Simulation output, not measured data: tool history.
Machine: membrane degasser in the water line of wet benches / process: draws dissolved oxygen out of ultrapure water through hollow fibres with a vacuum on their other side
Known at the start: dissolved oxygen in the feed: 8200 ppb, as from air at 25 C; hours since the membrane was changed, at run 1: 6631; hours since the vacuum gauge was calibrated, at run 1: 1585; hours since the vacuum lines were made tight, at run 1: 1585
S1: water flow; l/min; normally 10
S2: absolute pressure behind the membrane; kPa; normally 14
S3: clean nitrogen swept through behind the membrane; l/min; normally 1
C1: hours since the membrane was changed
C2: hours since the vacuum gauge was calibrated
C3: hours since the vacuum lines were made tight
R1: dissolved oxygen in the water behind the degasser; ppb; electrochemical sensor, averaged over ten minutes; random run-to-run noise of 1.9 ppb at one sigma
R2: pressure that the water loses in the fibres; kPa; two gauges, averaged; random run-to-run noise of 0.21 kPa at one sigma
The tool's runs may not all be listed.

run	hour	S1	S2	S3	C1	C2	C3	R1	R2
1	0	10	14	1	6631	1585	1585	250	50.24
2	179.2	10	14	1	6810	1765	1765	255.1	50.14
3	434.2	10	14	1	7065	2020	2020	255.7	49.87
4	746.5	10	14	1	7377	2332	2332	254.3	50.01
5	996.8	10	14	1	7628	2582	2582	254.3	50.07
6	1245.2	10	14	1	7876	2831	2831	252.4	50.24
7	1451.6	10	14	1	8082	3037	3037	255.5	50.23
8	1796.5	10	14	1	8427	3382	3382	253.4	50.51
9	1983.1	10	14	1	8614	3568	3568	259.1	50.17
10	2232	10	14	1	8863	3817	3817	254.1	50.38
11	2432.9	10	27.5	1	9064	4018	4018	550.6	50.48
12	2649	10	14	0.45	9280	4234	4234	507.2	50.61
13	2940.5	10	14	1	9571	4526	4526	256.1	50.54
14	3290.7	10	14	1.4	9922	4876	4876	188.1	50.58
15	3552.9	10	14	1.4	10184	5138	5138	188.6	50.34
# hour 3626.7: vacuum gauge calibrated
# hour 3628.7: seals of the vacuum lines changed
16	3724.1	10	26.8	1.4	10352	95	95	396.2	50.56
17	3974	10	26.8	1.4	10602	345	345	394.5	50.48
18	4193.5	15	28.2	0.57	10822	565	565	1254	75.66
# hour 4213.7: membrane cartridge changed
19	4343.7	15	28.2	0.57	130	711	711	1257.2	75.87
20	4545.8	15	28.2	0.57	332	913	913	1252.9	75.68
21	4714.5	13	14	0.74	501	1082	1082	428.5	65.88
22	5049.1	9	14	0.71	835	1416	1416	314	45.52
23	5295.5	9	14	0.71	1082	1663	1663	308.3	45.37
24	5449.1	9	14	0.71	1235	1816	1816	313.6	45.78
25	5782	9	14	0.7	1568	2149	2149	317.7	45.42
26	6035.3	9	14	0.7	1822	2403	2403	316.8	45.75
27	6388.6	16	11.8	0.57	2175	2756	2756	514.1	80.97
28	6582.7	7	14	1.82	2369	2950	2950	102.8	35.65
29	6901	8	9.1	0.69	2687	3268	3268	161.3	40.67

For some of the steps in R2 from one run to the next: how much would appear even if the tool had no hidden state, given the settings, what came in and random variation, and how much remains for the hidden state plus any gauge scatter that the measured result and the result without hidden state don't share?
The tool's hidden condition here consists of: membrane still open, %; true pressure behind the membrane over the reading, kPa; air that leaks in behind the membrane, l/min; drift of the gauge itself on oxygen_ppb, %; drift of the gauge itself on loss_of_pressure_kpa, %.
Run 26 -> 27: S1 9 -> 16, S2 14 -> 11.8, S3 0.7 -> 0.57. R2 +35.22 kPa: hidden state +0.63, all else +34.59.
Run 27 -> 28: S1 16 -> 7, S2 11.8 -> 14, S3 0.57 -> 1.82. R2 -45.32 kPa: hidden state -0.73, all else -44.59.
